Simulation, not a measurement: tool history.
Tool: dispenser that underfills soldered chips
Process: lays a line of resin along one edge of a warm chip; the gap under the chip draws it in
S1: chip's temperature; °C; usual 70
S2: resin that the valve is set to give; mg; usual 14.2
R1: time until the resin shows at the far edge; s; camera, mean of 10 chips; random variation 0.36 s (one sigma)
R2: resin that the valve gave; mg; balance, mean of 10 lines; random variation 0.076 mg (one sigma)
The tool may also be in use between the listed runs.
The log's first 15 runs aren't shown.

| run | hour | S1 | S2 | R1 | R2 |
|---|---|---|---|---|---|
|  | 94.1 | new syringe of resin |
| 16 | 98.2 | 70 | 14.2 | 24.0 | 13.69 |
| 17 | 105.4 | 70 | 14.2 | 31.5 | 13.70 |
|  | 106.8 | new syringe of resin |
| 18 | 113.2 | 70 | 14.2 | 25.4 | 13.68 |
|  | 119.0 | new syringe of resin |
| 19 | 121.3 | 70 | 14.2 | 21.4 | 13.44 |
| 20 | 127.1 | 70 | 14.2 | 27.7 | 13.47 |
| 21 | 131.0 | 78 | 15.9 | 23.7 | 15.11 |
|  | 131.7 | new syringe of resin |
| 22 | 138.1 | 78 | 12.7 | 19.9 | 11.99 |
|  | 144.1 | new syringe of resin |
| 23 | 145.0 | 84 | 14.8 | 12.7 | 14.06 |
| 24 | 148.2 | 84 | 14.8 | 14.6 | 13.92 |
| 25 | 154.6 | 66 | 12.8 | 35.9 | 11.99 |
|  | 156.5 | new syringe of resin |
| 26 | 160.7 | 66 | 12.8 | 28.2 | 11.94 |
| 27 | 164.3 | 71 | 16.5 | 25.8 | 15.41 |
|  | 169.0 | new syringe of resin |
| 28 | 171.8 | 63 | 13.2 | 29.3 | 12.36 |
| 29 | 179.7 | 76 | 17.3 | 24.2 | 15.98 |
|  | 181.3 | new syringe of resin |
| 30 | 185.7 | 76 | 17.3 | 18.9 | 16.03 |
| 31 | 190.1 | 71 | 16.3 | 26.5 | 15.01 |
|  | 193.9 | new syringe of resin |
| 32 | 197.0 | 71 | 16.3 | 20.5 | 14.84 |
| 33 | 203.1 | 70 | 16.1 | 27.6 | 14.68 |
|  | 206.5 | new syringe of resin |
| 34 | 208.3 | 70 | 16.1 | 20.7 | 14.68 |
| 35 | 212.4 | 82 | 12.4 | 17.1 | 11.34 |

3 ways to go on from here, each from the tool as it stands after run 35. What would each give?
|  | 219.4 | new syringe of resin |
| A | 220.5 | 70 | 14.4 | ? | ? |
|  | 219.4 | new syringe of resin |
| B | 220.5 | 63 | 18.1 | ? | ? |
|  | 219.4 | new syringe of resin |
| C | 220.5 | 75 | 17.4 | ? | ? |

| run | R1 | R2 |
|---|---|---|
| A | 21.3 | 13.11 |
| B | 27.1 | 16.29 |
| C | 17.1 | 15.76 |
Without the tool's hidden state the same runs would have given:
| run | R1 | R2 |
|---|---|---|
| A | 20.6 | 14.48 |
| B | 26.6 | 17.99 |
| C | 16.7 | 17.40 |
